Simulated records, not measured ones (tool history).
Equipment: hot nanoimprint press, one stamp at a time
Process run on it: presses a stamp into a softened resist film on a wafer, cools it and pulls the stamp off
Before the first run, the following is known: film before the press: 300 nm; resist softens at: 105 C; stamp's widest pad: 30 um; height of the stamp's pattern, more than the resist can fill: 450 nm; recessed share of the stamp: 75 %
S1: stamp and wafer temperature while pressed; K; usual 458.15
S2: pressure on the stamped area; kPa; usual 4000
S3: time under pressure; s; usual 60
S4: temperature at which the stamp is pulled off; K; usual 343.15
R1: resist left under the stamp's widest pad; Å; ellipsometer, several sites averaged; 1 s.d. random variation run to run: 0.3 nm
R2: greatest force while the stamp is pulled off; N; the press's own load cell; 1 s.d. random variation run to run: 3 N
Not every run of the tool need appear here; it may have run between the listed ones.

| run | hour | S1 | S2 | S3 | S4 | R1 | R2 |
|---|---|---|---|---|---|---|---|
| 1 | 0.0 | 458.15 | 4000 | 60 | 343.15 | 1604 | 140 |
| 2 | 17.6 | 458.15 | 4000 | 60 | 343.15 | 1603 | 138 |
| 3 | 39.9 | 458.15 | 4000 | 60 | 343.15 | 1602 | 142 |
| 4 | 53.0 | 458.15 | 4000 | 58 | 343.15 | 1609 | 136 |
| 5 | 72.2 | 458.15 | 4000 | 60 | 343.15 | 1590 | 139 |
|  | 80.3 | plate thermocouple calibrated |
| 6 | 92.4 | 458.15 | 4000 | 64 | 343.15 | 1568 | 143 |
| 7 | 105.4 | 458.15 | 4000 | 60 | 343.15 | 1596 | 137 |
| 8 | 128.2 | 458.15 | 4000 | 60 | 343.15 | 1592 | 142 |
| 9 | 139.8 | 458.15 | 4000 | 60 | 343.15 | 1595 | 135 |
| 10 | 158.6 | 464.15 | 4000 | 60 | 343.15 | 1322 | 137 |
| 11 | 169.3 | 464.15 | 4000 | 60 | 343.15 | 1326 | 142 |
| 12 | 192.9 | 458.15 | 5470 | 60 | 343.15 | 1342 | 140 |
| 13 | 205.0 | 458.15 | 4000 | 60 | 343.15 | 1579 | 142 |
| 14 | 228.8 | 458.15 | 4000 | 60 | 342.15 | 1580 | 139 |
| 15 | 252.4 | 458.15 | 4000 | 60 | 342.15 | 1572 | 144 |
| 16 | 274.3 | 454.15 | 4760 | 61 | 338.15 | 1620 | 152 |
|  | 277.6 | gauge calibrated |
| 17 | 295.0 | 454.15 | 6170 | 116 | 338.15 | 1166 | 153 |
| 18 | 311.4 | 465.15 | 4000 | 60 | 343.15 | 1284 | 143 |
| 19 | 323.8 | 465.15 | 4000 | 60 | 343.15 | 1295 | 138 |
| 20 | 340.4 | 456.15 | 4000 | 87 | 343.15 | 1509 | 143 |
| 21 | 353.1 | 456.15 | 4000 | 87 | 343.15 | 1507 | 144 |
| 22 | 368.9 | 456.15 | 4460 | 87 | 343.15 | 1429 | 144 |
| 23 | 388.3 | 447.15 | 4000 | 60 | 335.15 | 2165 | 163 |
| 24 | 401.0 | 463.15 | 3880 | 45 | 334.15 | 1520 | 163 |
| 25 | 420.7 | 452.15 | 2820 | 86 | 341.15 | 2001 | 151 |
| 26 | 432.5 | 462.15 | 2820 | 42 | 330.15 | 1858 | 164 |
| 27 | 447.9 | 467.15 | 3260 | 42 | 330.15 | 1513 | 166 |
|  | 462.7 | stamp cleaned and given a new release coat |
| 28 | 472.3 | 456.15 | 3290 | 39 | 332.15 | 2051 | 166 |
| 29 | 485.3 | 456.15 | 3290 | 37 | 332.15 | 2075 | 164 |

Run by run, hidden condition taken away, random variation retained:
The hidden state here: true temperature over the reading, C; pressure that arrives at the usual setting, %; grip of the stamp's worn release coat, % over a new coat's; drift of the gauge itself on residual_nm, %; drift of the gauge itself on pull_off_n, %.
| run | R1 |
|---|---|
| 1 | 1605 |
| 2 | 1606 |
| 3 | 1608 |
| 4 | 1617 |
| 5 | 1599 |
| 6 | 1578 |
| 7 | 1607 |
| 8 | 1606 |
| 9 | 1610 |
| 10 | 1336 |
| 11 | 1342 |
| 12 | 1360 |
| 13 | 1602 |
| 14 | 1606 |
| 15 | 1600 |
| 16 | 1652 |
| 17 | 1167 |
| 18 | 1287 |
| 19 | 1299 |
| 20 | 1516 |
| 21 | 1515 |
| 22 | 1439 |
| 23 | 2183 |
| 24 | 1534 |
| 25 | 2022 |
| 26 | 1879 |
| 27 | 1533 |
| 28 | 2080 |
| 29 | 2106 |
R2 without the hidden state stays within 2 N of what was measured, in all runs.
